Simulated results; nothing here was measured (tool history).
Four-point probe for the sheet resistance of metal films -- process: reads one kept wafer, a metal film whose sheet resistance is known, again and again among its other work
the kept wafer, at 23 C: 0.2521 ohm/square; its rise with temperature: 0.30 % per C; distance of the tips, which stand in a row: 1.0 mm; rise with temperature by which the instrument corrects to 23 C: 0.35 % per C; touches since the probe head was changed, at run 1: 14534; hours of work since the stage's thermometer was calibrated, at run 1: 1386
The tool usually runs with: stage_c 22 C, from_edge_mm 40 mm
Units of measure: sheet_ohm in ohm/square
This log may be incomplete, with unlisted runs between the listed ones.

| run | day | stage_c | from_edge_mm | touches since the probe head was changed | hours of work since the stage's thermometer was calibrated | sheet_ohm |
|---|---|---|---|---|---|---|
| 1 | 0 | 22 | 40 | 14534 | 1386 | 0.252312 |
| 2 | 0.408 | 22 | 70 | 14830 | 1392 | 0.252211 |
| 3 | 1.054 | 22 | 70 | 15303 | 1402 | 0.2523 |
| 4 | 1.575 | 32 | 40 | 15679 | 1409 | 0.25121 |
| 5 | 2.025 | 32 | 30 | 16009 | 1416 | 0.251278 |
| 6 | 2.675 | 22 | 40 | 16481 | 1425 | 0.252226 |
| 7 | 3.479 | 22 | 40 | 17067 | 1437 | 0.252255 |
| 8 | 3.954 | 22 | 40 | 17414 | 1444 | 0.252246 |
| 9 | 4.892 | 22 | 40 | 18097 | 1458 | 0.252266 |
| 10 | 5.55 | 27 | 4 | 18576 | 1468 | 0.259858 |
| 11 | 6.042 | 26 | 67 | 18934 | 1475 | 0.251761 |
| 12 | 6.517 | 25 | 25 | 19279 | 1482 | 0.252119 |
| 13 | 7.483 | 25 | 40 | 19984 | 1496 | 0.251999 |
| 14 | 8.029 | 22 | 64 | 20380 | 1504 | 0.252288 |
| 15 | 8.729 | 34 | 4 | 20889 | 1515 | 0.259108 |
| 16 | 9.371 | 34 | 58 | 21358 | 1524 | 0.251065 |

3 ways to go on from here, each from the tool as it stands after run 16. What would each give?
| A | 9.933 | 34 | 11 | 21766 | 1532 | ? |
| B | 9.933 | 33 | 4 | 21766 | 1532 | ? |
| C | 9.933 | 34 | 51 | 21766 | 1532 | ? |

| run | sheet_ohm |
|---|---|
| A | 0.252113 |
| B | 0.259266 |
| C | 0.250999 |
With the hidden condition removed and each run's random variation left untouched, the same runs would have given:
| run | sheet_ohm |
|---|---|
| A | 0.252111 |
| B | 0.259264 |
| C | 0.250997 |
